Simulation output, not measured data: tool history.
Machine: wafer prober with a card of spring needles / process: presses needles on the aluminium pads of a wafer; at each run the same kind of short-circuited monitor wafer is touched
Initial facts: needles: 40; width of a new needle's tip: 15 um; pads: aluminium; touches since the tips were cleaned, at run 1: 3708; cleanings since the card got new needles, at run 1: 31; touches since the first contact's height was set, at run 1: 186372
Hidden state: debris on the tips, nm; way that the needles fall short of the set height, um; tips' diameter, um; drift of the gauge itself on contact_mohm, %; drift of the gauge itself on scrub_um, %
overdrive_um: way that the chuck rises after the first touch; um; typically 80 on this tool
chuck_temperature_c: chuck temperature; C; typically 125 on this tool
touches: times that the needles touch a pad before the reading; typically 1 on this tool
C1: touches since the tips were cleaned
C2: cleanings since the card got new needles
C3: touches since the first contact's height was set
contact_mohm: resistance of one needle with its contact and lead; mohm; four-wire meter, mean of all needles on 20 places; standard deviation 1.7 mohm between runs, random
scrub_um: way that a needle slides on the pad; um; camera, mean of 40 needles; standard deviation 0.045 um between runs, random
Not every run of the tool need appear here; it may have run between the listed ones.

{"run": 1, "hour": 0.0, "overdrive_um": 80, "chuck_temperature_c": 125, "touches": 1, "C1": 3708, "C2": 31, "C3": 186372, "contact_mohm": 188, "scrub_um": 10.02}
{"hour": 4.2, "done": "tips cleaned on abrasive film"}
{"hour": 16.8, "done": "tips cleaned on abrasive film"}
{"run": 2, "hour": 16.8, "overdrive_um": 80, "chuck_temperature_c": 125, "touches": 1, "C1": 0, "C2": 33, "C3": 193289, "contact_mohm": 177, "scrub_um": 9.8}
{"hour": 30.3, "done": "tips cleaned on abrasive film"}
{"run": 3, "hour": 37.5, "overdrive_um": 80, "chuck_temperature_c": 125, "touches": 1, "C1": 2970, "C2": 34, "C3": 201823, "contact_mohm": 189, "scrub_um": 9.95}
{"hour": 44.0, "done": "tips cleaned on abrasive film"}
{"run": 4, "hour": 52.0, "overdrive_um": 80, "chuck_temperature_c": 125, "touches": 1, "C1": 3320, "C2": 35, "C3": 207824, "contact_mohm": 191, "scrub_um": 9.78}
{"hour": 58.2, "done": "tips cleaned on abrasive film"}
{"run": 5, "hour": 66.2, "overdrive_um": 80, "chuck_temperature_c": 125, "touches": 1, "C1": 3341, "C2": 36, "C3": 213689, "contact_mohm": 189, "scrub_um": 9.8}
{"hour": 71.5, "done": "tips cleaned on abrasive film"}
{"run": 6, "hour": 77.8, "overdrive_um": 80, "chuck_temperature_c": 30, "touches": 1, "C1": 2597, "C2": 37, "C3": 218454, "contact_mohm": 170, "scrub_um": 9.81}
{"hour": 84.2, "done": "tips cleaned on abrasive film"}
{"hour": 88.5, "done": "tips cleaned on abrasive film, once more"}
{"run": 7, "hour": 100.5, "overdrive_um": 80, "chuck_temperature_c": 27, "touches": 1, "C1": 4993, "C2": 39, "C3": 227820, "contact_mohm": 175, "scrub_um": 9.72}
{"hour": 102.4, "done": "tips cleaned on abrasive film"}
{"hour": 115.2, "done": "tips cleaned on abrasive film"}
{"run": 8, "hour": 119.0, "overdrive_um": 75, "chuck_temperature_c": 125, "touches": 1, "C1": 1586, "C2": 41, "C3": 235398, "contact_mohm": 187, "scrub_um": 9.14}
{"hour": 127.6, "done": "tips cleaned on abrasive film"}
{"run": 9, "hour": 131.1, "overdrive_um": 80, "chuck_temperature_c": 125, "touches": 3, "C1": 1480, "C2": 42, "C3": 240405, "contact_mohm": 177, "scrub_um": 9.7}
{"hour": 141.2, "done": "tips cleaned on abrasive film"}
{"hour": 143.7, "done": "height of the first contact set anew"}
{"run": 10, "hour": 143.7, "overdrive_um": 80, "chuck_temperature_c": 125, "touches": 3, "C1": 914, "C2": 43, "C3": 0, "contact_mohm": 177, "scrub_um": 10.24}
{"hour": 155.4, "done": "tips cleaned on abrasive film"}
{"run": 11, "hour": 158.5, "overdrive_um": 80, "chuck_temperature_c": 125, "touches": 3, "C1": 1284, "C2": 44, "C3": 6139, "contact_mohm": 175, "scrub_um": 10.19}
{"hour": 167.7, "done": "tips cleaned on abrasive film"}
{"run": 12, "hour": 179.2, "overdrive_um": 80, "chuck_temperature_c": 125, "touches": 2, "C1": 4767, "C2": 45, "C3": 14676, "contact_mohm": 182, "scrub_um": 10.19}
{"hour": 180.5, "done": "tips cleaned on abrasive film"}
{"hour": 193.1, "done": "tips cleaned on abrasive film"}
{"run": 13, "hour": 195.0, "overdrive_um": 80, "chuck_temperature_c": 125, "touches": 1, "C1": 786, "C2": 47, "C3": 21157, "contact_mohm": 176, "scrub_um": 10.19}
{"hour": 206.3, "done": "tips cleaned on abrasive film"}
{"run": 14, "hour": 208.0, "overdrive_um": 70, "chuck_temperature_c": 103, "touches": 2, "C1": 703, "C2": 48, "C3": 26521, "contact_mohm": 177, "scrub_um": 8.92}
{"hour": 220.2, "done": "tips cleaned on abrasive film"}
{"run": 15, "hour": 228.0, "overdrive_um": 73, "chuck_temperature_c": 61, "touches": 1, "C1": 3218, "C2": 49, "C3": 34782, "contact_mohm": 183, "scrub_um": 9.31}
{"hour": 232.8, "done": "tips cleaned on abrasive film"}
{"run": 16, "hour": 238.4, "overdrive_um": 73, "chuck_temperature_c": 61, "touches": 1, "C1": 2323, "C2": 50, "C3": 39082, "contact_mohm": 179, "scrub_um": 9.33}
{"hour": 245.5, "done": "tips cleaned on abrasive film"}
{"hour": 258.4, "done": "tips cleaned on abrasive film"}
{"run": 17, "hour": 261.0, "overdrive_um": 73, "chuck_temperature_c": 61, "touches": 1, "C1": 1070, "C2": 52, "C3": 48376, "contact_mohm": 172, "scrub_um": 9.25}
{"hour": 270.6, "done": "tips cleaned on abrasive film"}
{"run": 18, "hour": 279.2, "overdrive_um": 80, "chuck_temperature_c": 125, "touches": 2, "C1": 3590, "C2": 53, "C3": 55915, "contact_mohm": 183, "scrub_um": 10.15}
{"hour": 284.1, "done": "tips cleaned on abrasive film"}
{"hour": 296.9, "done": "tips cleaned on abrasive film"}
{"run": 19, "hour": 298.1, "overdrive_um": 80, "chuck_temperature_c": 125, "touches": 2, "C1": 512, "C2": 55, "C3": 63692, "contact_mohm": 177, "scrub_um": 10.13}
{"hour": 309.7, "done": "tips cleaned on abrasive film"}
{"run": 20, "hour": 317.6, "overdrive_um": 61, "chuck_temperature_c": 27, "touches": 3, "C1": 3280, "C2": 56, "C3": 71762, "contact_mohm": 168, "scrub_um": 7.68}
{"hour": 322.0, "done": "tips cleaned on abrasive film"}
{"run": 21, "hour": 329.0, "overdrive_um": 61, "chuck_temperature_c": 27, "touches": 3, "C1": 2904, "C2": 57, "C3": 76435, "contact_mohm": 168, "scrub_um": 7.63}

Below are 3 alternative next runs, each starting from the tool's condition after run 21. Predict each:
{"hour": 335.6, "done": "tips cleaned on abrasive film"}
{"run": "A", "hour": 342.0, "overdrive_um": 63, "chuck_temperature_c": 36, "touches": 2, "C1": 2648, "C2": 58, "C3": 81797, "contact_mohm": "?", "scrub_um": "?"}
{"hour": 335.6, "done": "tips cleaned on abrasive film"}
{"run": "B", "hour": 342.0, "overdrive_um": 84, "chuck_temperature_c": 32, "touches": 2, "C1": 2648, "C2": 58, "C3": 81797, "contact_mohm": "?", "scrub_um": "?"}
{"hour": 335.6, "done": "tips cleaned on abrasive film"}
{"run": "C", "hour": 342.0, "overdrive_um": 63, "chuck_temperature_c": 53, "touches": 3, "C1": 2648, "C2": 58, "C3": 81797, "contact_mohm": "?", "scrub_um": "?"}

run=A contact_mohm=175 scrub_um=7.89
run=B contact_mohm=164 scrub_um=10.56
run=C contact_mohm=173 scrub_um=7.93
What these runs would have given with no unlogged condition in the tool:
run=A contact_mohm=161 scrub_um=8.01
run=B contact_mohm=155 scrub_um=10.68
run=C contact_mohm=163 scrub_um=8.04
